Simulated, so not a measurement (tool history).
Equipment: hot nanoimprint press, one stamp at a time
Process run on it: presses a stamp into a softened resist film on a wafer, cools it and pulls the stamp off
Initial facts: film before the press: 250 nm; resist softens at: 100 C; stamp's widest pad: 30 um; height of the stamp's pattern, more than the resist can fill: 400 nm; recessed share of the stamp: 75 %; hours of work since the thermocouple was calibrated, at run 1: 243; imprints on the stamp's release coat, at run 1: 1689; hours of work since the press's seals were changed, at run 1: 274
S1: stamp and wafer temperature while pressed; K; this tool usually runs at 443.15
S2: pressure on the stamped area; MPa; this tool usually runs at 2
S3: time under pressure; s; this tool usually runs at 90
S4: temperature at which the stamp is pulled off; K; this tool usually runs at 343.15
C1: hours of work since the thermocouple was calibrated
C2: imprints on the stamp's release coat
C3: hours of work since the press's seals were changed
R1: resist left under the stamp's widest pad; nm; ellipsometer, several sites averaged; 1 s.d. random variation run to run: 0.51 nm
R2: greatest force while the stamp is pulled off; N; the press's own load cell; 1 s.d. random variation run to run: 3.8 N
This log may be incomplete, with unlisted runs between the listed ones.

run   hour      S1    S2  S3      S4   C1    C2   C3     R1   R2
  1      0  443.15     2  90  343.15  243  1689  274  150.1  188
  2   21.8  443.15     2  90  334.15  254  1747  285  150.2  208
      32.4  -- stamp cleaned and given a new release coat
  3   56.1  443.15     2  90  334.15  267    63  299  149.2  201
  4   92.2  443.15     2  90  334.15  285   160  316  149.8  200
  5    129  443.15     2  90  343.15  303   259  334  149.6  188
  6  162.3  443.15     2  90  343.15  319   348  351  148.7  183
  7  199.7  443.15     2  90  343.15  337   449  369  148.4  179
     224.2  -- plate thermocouple calibrated
  8  235.6  443.15     2  90  343.15    6   537  385  148.9  185
  9    257  437.15  2.83  75  329.15   16   594  395  153.8  208
 10  280.6  443.15  1.48  86  343.15   28   658  407  172.5  194
 11    300  433.15  2.25  90  344.15   37   710  416  179.3  186
 12  334.7  443.15     2  57  343.15   54   803  433  167.2  181
 13  357.5  431.15  2.49  47  343.15   65   864  444  202.5  187

What if the next run were any one of these 4? Each begins from the tool's condition after run 13:
  A  378.9  438.15     2   90  350.15  76  922  455   ?   ?
  B  378.9  431.15  2.38   47  328.15  76  922  455   ?   ?
  C  378.9  432.15     2  111  343.15  76  922  455   ?   ?
  D  378.9  431.15  2.85   47  343.15  76  922  455   ?   ?

run     R1   R2
  A  167.9  182
  B    204  205
  C  183.2  185
  D  195.5  183
With no hidden state in the tool, these same runs would have given:
run     R1   R2
  A  169.5  180
  B    206  204
  C  184.9  184
  D  197.3  182
